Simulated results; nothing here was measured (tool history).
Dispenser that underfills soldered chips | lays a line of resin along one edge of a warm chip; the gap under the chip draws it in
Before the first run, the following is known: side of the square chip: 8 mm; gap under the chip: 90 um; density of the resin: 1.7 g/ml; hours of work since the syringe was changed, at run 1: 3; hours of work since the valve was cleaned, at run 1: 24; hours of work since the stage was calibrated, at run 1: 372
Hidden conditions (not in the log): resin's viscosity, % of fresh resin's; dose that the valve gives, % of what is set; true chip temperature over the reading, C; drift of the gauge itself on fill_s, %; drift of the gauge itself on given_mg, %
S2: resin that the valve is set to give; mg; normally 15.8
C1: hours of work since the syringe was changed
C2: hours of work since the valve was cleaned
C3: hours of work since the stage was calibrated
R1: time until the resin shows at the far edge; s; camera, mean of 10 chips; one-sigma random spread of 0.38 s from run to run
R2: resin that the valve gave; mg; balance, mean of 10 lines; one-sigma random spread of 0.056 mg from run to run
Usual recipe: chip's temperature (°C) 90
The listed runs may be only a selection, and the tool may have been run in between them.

run 1 day=0.000 | chip's_temperature_(°C)=90 S2=15.8 | C1=3 C2=24 C3=372 | R1=29.2 R2=15.48
-- day=0.321 new syringe of resin
run 2 day=0.362 | chip's_temperature_(°C)=90 S2=15.8 | C1=1 C2=30 C3=378 | R1=25.9 R2=15.48
-- day=0.779 new syringe of resin
run 3 day=0.850 | chip's_temperature_(°C)=90 S2=15.8 | C1=1 C2=38 C3=386 | R1=26.4 R2=15.31
-- day=1.246 new syringe of resin
run 4 day=1.325 | chip's_temperature_(°C)=90 S2=15.8 | C1=1 C2=47 C3=395 | R1=26.3 R2=15.27
run 5 day=1.604 | chip's_temperature_(°C)=93 S2=15.8 | C1=6 C2=52 C3=400 | R1=34.7 R2=15.15
-- day=1.700 new syringe of resin
run 6 day=1.962 | chip's_temperature_(°C)=93 S2=15.8 | C1=5 C2=58 C3=406 | R1=30.1 R2=15.02
-- day=2.171 new syringe of resin
run 7 day=2.500 | chip's_temperature_(°C)=90 S2=16.3 | C1=6 C2=67 C3=415 | R1=35.8 R2=15.51
-- day=2.650 new syringe of resin
run 8 day=2.921 | chip's_temperature_(°C)=90 S2=16.3 | C1=5 C2=74 C3=422 | R1=33.8 R2=15.36
-- day=3.142 new syringe of resin
-- day=3.271 dispensing valve cleaned and set on the balance
run 9 day=3.354 | chip's_temperature_(°C)=90 S2=16.3 | C1=3 C2=1 C3=429 | R1=29.9 R2=16.28
-- day=3.671 new syringe of resin
run 10 day=3.750 | chip's_temperature_(°C)=90 S2=15.8 | C1=1 C2=8 C3=436 | R1=27.3 R2=15.69
-- day=4.146 new syringe of resin
-- day=4.238 stage's temperature calibrated
run 11 day=4.271 | chip's_temperature_(°C)=90 S2=15.8 | C1=1 C2=17 C3=1 | R1=25.1 R2=15.62
-- day=4.646 new syringe of resin
run 12 day=4.667 | chip's_temperature_(°C)=90 S2=15.8 | C1=0 C2=23 C3=7 | R1=24.0 R2=15.54
-- day=5.108 new syringe of resin
run 13 day=5.238 | chip's_temperature_(°C)=90 S2=15.8 | C1=2 C2=33 C3=17 | R1=27.8 R2=15.43
-- day=5.562 new syringe of resin
run 14 day=5.804 | chip's_temperature_(°C)=90 S2=15.8 | C1=4 C2=43 C3=27 | R1=30.4 R2=15.30
-- day=6.021 new syringe of resin
run 15 day=6.121 | chip's_temperature_(°C)=90 S2=18.0 | C1=2 C2=49 C3=33 | R1=26.6 R2=17.42
run 16 day=6.388 | chip's_temperature_(°C)=90 S2=15.8 | C1=7 C2=53 C3=37 | R1=36.4 R2=15.19
-- day=6.483 new syringe of resin
run 17 day=6.883 | chip's_temperature_(°C)=90 S2=15.8 | C1=7 C2=62 C3=46 | R1=38.8 R2=15.10
-- day=6.958 new syringe of resin
run 18 day=7.142 | chip's_temperature_(°C)=90 S2=15.8 | C1=3 C2=66 C3=50 | R1=29.1 R2=14.96
-- day=7.450 new syringe of resin
run 19 day=7.654 | chip's_temperature_(°C)=90 S2=15.8 | C1=4 C2=75 C3=59 | R1=30.4 R2=14.86
-- day=7.904 dispensing valve cleaned and set on the balance
-- day=7.958 new syringe of resin
run 20 day=8.250 | chip's_temperature_(°C)=91 S2=14.2 | C1=5 C2=6 C3=69 | R1=32.4 R2=14.16
-- day=8.425 new syringe of resin
run 21 day=8.517 | chip's_temperature_(°C)=86 S2=16.5 | C1=2 C2=10 C3=73 | R1=29.4 R2=16.46
run 22 day=8.767 | chip's_temperature_(°C)=98 S2=17.7 | C1=6 C2=15 C3=78 | R1=28.3 R2=17.47
-- day=8.883 new syringe of resin
run 23 day=9.229 | chip's_temperature_(°C)=75 S2=15.1 | C1=6 C2=23 C3=86 | R1=54.7 R2=14.81
-- day=9.342 new syringe of resin
run 24 day=9.504 | chip's_temperature_(°C)=84 S2=17.3 | C1=3 C2=28 C3=90 | R1=34.4 R2=16.90
-- day=9.829 new syringe of resin
run 25 day=10.067 | chip's_temperature_(°C)=84 S2=17.3 | C1=4 C2=37 C3=100 | R1=37.0 R2=16.80
-- day=10.288 new syringe of resin
run 26 day=10.575 | chip's_temperature_(°C)=80 S2=14.4 | C1=5 C2=46 C3=109 | R1=45.8 R2=13.87
-- day=10.758 new syringe of resin
run 27 day=11.046 | chip's_temperature_(°C)=98 S2=14.8 | C1=5 C2=54 C3=117 | R1=27.9 R2=14.17
-- day=11.212 new syringe of resin
run 28 day=11.554 | chip's_temperature_(°C)=83 S2=17.3 | C1=6 C2=63 C3=126 | R1=43.8 R2=16.45
-- day=11.671 new syringe of resin
run 29 day=11.992 | chip's_temperature_(°C)=83 S2=17.3 | C1=6 C2=71 C3=134 | R1=43.3 R2=16.23
-- day=12.133 new syringe of resin
-- day=12.521 dispensing valve cleaned and set on the balance
run 30 day=12.521 | chip's_temperature_(°C)=83 S2=17.3 | C1=6 C2=0 C3=142 | R1=43.2 R2=17.42
-- day=12.646 new syringe of resin
run 31 day=12.975 | chip's_temperature_(°C)=83 S2=17.3 | C1=6 C2=8 C3=150 | R1=42.8 R2=17.26
-- day=13.121 new syringe of resin
run 32 day=13.242 | chip's_temperature_(°C)=83 S2=17.3 | C1=2 C2=12 C3=154 | R1=33.1 R2=17.01
-- day=13.608 new syringe of resin
run 33 day=13.688 | chip's_temperature_(°C)=76 S2=20.0 | C1=1 C2=20 C3=162 | R1=38.9 R2=19.81
-- day=14.079 new syringe of resin
run 34 day=14.242 | chip's_temperature_(°C)=76 S2=20.0 | C1=3 C2=30 C3=172 | R1=42.7 R2=19.51
-- day=14.538 new syringe of resin
run 35 day=14.646 | chip's_temperature_(°C)=98 S2=17.4 | C1=2 C2=37 C3=179 | R1=21.4 R2=16.94

Measured less the same run without the tool's hidden state. The same run-to-run variation is in both; the gauge's scatter may not be:
run=1 R1=+5.5 R2=-0.25
run=2 R1=+2.4 R2=-0.33
run=3 R1=+3.3 R2=-0.44
run=4 R1=+3.5 R2=-0.55
run=5 R1=+13.3 R2=-0.61
run=6 R1=+9.3 R2=-0.70
run=7 R1=+13.0 R2=-0.85
run=8 R1=+10.8 R2=-0.93
run=9 R1=+7.1 R2=+0.04
run=10 R1=+3.9 R2=-0.05
run=11 R1=+2.1 R2=-0.16
run=12 R1=+0.5 R2=-0.25
run=13 R1=+4.4 R2=-0.37
run=14 R1=+7.5 R2=-0.50
run=15 R1=+3.5 R2=-0.64
run=16 R1=+13.8 R2=-0.63
run=17 R1=+14.9 R2=-0.75
run=18 R1=+6.3 R2=-0.79
run=19 R1=+7.2 R2=-0.92
run=20 R1=+10.1 R2=-0.05
run=21 R1=+3.3 R2=-0.12
run=22 R1=+9.7 R2=-0.19
run=23 R1=+19.7 R2=-0.26
run=24 R1=+7.4 R2=-0.35
run=25 R1=+9.4 R2=-0.50
run=26 R1=+14.6 R2=-0.52
run=27 R1=+8.4 R2=-0.64
run=28 R1=+15.6 R2=-0.86
run=29 R1=+14.9 R2=-0.97
run=30 R1=+15.5 R2=+0.05
run=31 R1=+15.0 R2=-0.07
run=32 R1=+5.3 R2=-0.12
run=33 R1=+4.8 R2=-0.27
run=34 R1=+8.7 R2=-0.43
run=35 R1=+3.3 R2=-0.48
